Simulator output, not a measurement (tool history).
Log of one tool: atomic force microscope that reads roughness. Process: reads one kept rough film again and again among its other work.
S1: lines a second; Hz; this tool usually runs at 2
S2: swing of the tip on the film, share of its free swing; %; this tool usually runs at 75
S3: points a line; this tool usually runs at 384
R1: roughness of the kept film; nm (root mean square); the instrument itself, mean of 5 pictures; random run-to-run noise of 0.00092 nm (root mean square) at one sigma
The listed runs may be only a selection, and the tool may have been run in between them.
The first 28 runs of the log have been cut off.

Run 29, hour 1037.4: usual settings but S1 1.11 Hz, S2 86 %, S3 374. Result: R1 0.6445 nm (root mean square).
At hour 1069.9: new tip fitted.
Run 30, hour 1073.5: usual settings but S1 1.11 Hz, S2 86 %, S3 374. Result: R1 0.6528 nm (root mean square).
Run 31, hour 1105.8: usual settings but S1 3.23 Hz, S3 737. Result: R1 0.5991 nm (root mean square).
Run 32, hour 1152.9: usual settings but S1 0.57 Hz, S3 669. Result: R1 0.7016 nm (root mean square).
At hour 1161: new tip fitted.
Run 33, hour 1174.1: usual settings but S1 0.57 Hz, S2 64 %, S3 669. Result: R1 0.7268 nm (root mean square).
Run 34, hour 1204.8: usual settings but S1 2.32 Hz, S2 69 %, S3 890. Result: R1 0.6597 nm (root mean square).
Run 35, hour 1233.2: usual settings but S1 2.32 Hz, S2 69 %, S3 890. Result: R1 0.655 nm (root mean square).
At hour 1250.2: new tip fitted.
Run 36, hour 1263.2: usual settings but S1 0.56 Hz, S2 69 %, S3 780. Result: R1 0.7234 nm (root mean square).
Run 37, hour 1298.8: usual settings but S2 63 %. Result: R1 0.6863 nm (root mean square).
Run 38, hour 1323.4: usual settings but S2 63 %. Result: R1 0.6835 nm (root mean square).
At hour 1340.1: new tip fitted.
Run 39, hour 1366.9: usual settings but S2 59 %, S3 916. Result: R1 0.7035 nm (root mean square).
Run 40, hour 1412.9: usual settings but S2 59 %, S3 916. Result: R1 0.6984 nm (root mean square).
At hour 1428.6: new tip fitted.
Run 41, hour 1459.6: usual settings but S1 0.91 Hz, S2 79 %, S3 738. Result: R1 0.6841 nm (root mean square).
Run 42, hour 1501.2: usual settings but S1 0.91 Hz, S2 79 %, S3 738. Result: R1 0.6806 nm (root mean square).
At hour 1516.6: new tip fitted.
Run 43, hour 1528.8: usual settings but S1 0.91 Hz, S2 79 %, S3 738. Result: R1 0.6893 nm (root mean square).
Run 44, hour 1570: usual settings but S1 0.59 Hz, S2 58 %, S3 347. Result: R1 0.727 nm (root mean square).
At hour 1607.5: new tip fitted.
Run 45, hour 1611.3: usual settings but S2 84 %, S3 857. Result: R1 0.6063 nm (root mean square).
Run 46, hour 1634.9: usual settings but S2 84 %, S3 521. Result: R1 0.6044 nm (root mean square).
Run 47, hour 1682.5: usual settings but S2 84 %, S3 521. Result: R1 0.5969 nm (root mean square).
At hour 1696.9: new tip fitted.
Run 48, hour 1714.6: usual settings but S1 2.62 Hz, S2 63 %. Result: R1 0.6791 nm (root mean square).
Run 49, hour 1751.4: usual settings but S1 2.93 Hz, S2 58 %, S3 643. Result: R1 0.6864 nm (root mean square).
Run 50, hour 1777.8: usual settings but S1 2.93 Hz, S2 58 %, S3 643. Result: R1 0.6848 nm (root mean square).

Forecast each of these 5 alternatives for the next run:
At hour 1786.5: new tip fitted.
Run A, hour 1817.6: usual settings but S1 1.47 Hz, S2 58 %, S3 643. Result: R1 ?.
At hour 1786.5: new tip fitted.
Run B, hour 1817.6: usual settings but S1 2.93 Hz, S2 88 %, S3 643. Result: R1 ?.
At hour 1786.5: new tip fitted.
Run C, hour 1817.6: usual settings but S1 1.04 Hz. Result: R1 ?.
At hour 1786.5: new tip fitted.
Run D, hour 1817.6: usual settings but S2 71 %, S3 414. Result: R1 ?.
At hour 1786.5: new tip fitted.
Run E, hour 1817.6: usual settings but S1 0.99 Hz, S2 90 %, S3 702. Result: R1 ?.

run      R1
  A  0.7161
  B  0.5284
  C  0.6916
  D  0.6635
  E  0.6457
What these runs would have given with no unlogged condition in the tool:
run      R1
  A  0.7176
  B  0.5296
  C  0.6931
  D   0.665
  E  0.6472
